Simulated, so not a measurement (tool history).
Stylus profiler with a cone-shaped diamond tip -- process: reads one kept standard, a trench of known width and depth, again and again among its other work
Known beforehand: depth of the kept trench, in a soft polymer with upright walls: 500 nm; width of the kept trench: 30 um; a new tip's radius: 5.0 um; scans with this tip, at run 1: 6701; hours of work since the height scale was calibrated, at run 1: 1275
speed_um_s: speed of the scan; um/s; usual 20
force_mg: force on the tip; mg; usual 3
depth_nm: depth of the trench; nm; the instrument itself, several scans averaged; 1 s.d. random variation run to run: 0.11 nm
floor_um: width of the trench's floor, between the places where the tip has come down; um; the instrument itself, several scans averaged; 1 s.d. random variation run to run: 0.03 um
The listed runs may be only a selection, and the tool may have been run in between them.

run	hour	speed_um_s	force_mg	scans with this tip	hours of work since the height scale was calibrated	depth_nm	floor_um
1	0	20	3	6701	1275	504.51	24.55
2	56.1	20	3	6865	1306	504.42	24.55
3	111.3	20	3	7027	1337	504.45	24.51
4	173.7	20	3	7211	1372	504.26	24.48
5	203.9	20	3	7299	1389	504.43	24.48
6	256.4	20	3	7454	1418	504.3	24.47
7	290.5	20	3	7554	1437	504.24	24.48
8	331.1	20	3	7673	1460	504.4	24.47
9	371.2	20	3	7791	1482	504.1	24.45
10	420	20	1.83	7934	1510	502.4	24.38
11	456.5	20	1.83	8041	1530	502.26	24.37
# hour 461.9: height scale calibrated on a step standard
12	496.5	20	1.83	8157	19	500.58	24.34
13	554.2	20	1.83	8327	52	500.39	24.3
14	586.9	20	1.83	8423	70	500.81	24.35
# hour 595: height scale calibrated on a step standard, once more
15	627.4	72	3.51	8540	18	507.3	24.2
16	672.9	72	3.51	8673	44	507.24	24.17
17	712	47	3.59	8788	65	507.14	24.18
18	753	65	1.24	8909	88	503.47	24.06
19	815	10	3.71	9091	123	507.72	24.33
20	875.9	10	3.71	9269	157	507.5	24.29
21	942.8	20	6.89	9466	194	511.26	24.19
22	970.6	35	3.66	9548	210	507.32	24.2
23	1030.7	35	3.66	9724	243	507.06	24.13
24	1080.2	35	3.66	9869	271	507.12	24.17
25	1125	35	3.66	10001	296	507.17	24.14
26	1170.8	77	7.11	10135	322	511.36	24.11

Run 27 is up next; what results do you expect?
27	1221.7	77	7.11	10285	350	?	?

{"run 27": {"depth_nm": 511.3, "floor_um": 24.05}}
Had the tool carried no hidden state, the very same run would have given depth_nm 511.75 nm, floor_um 25.53 um.
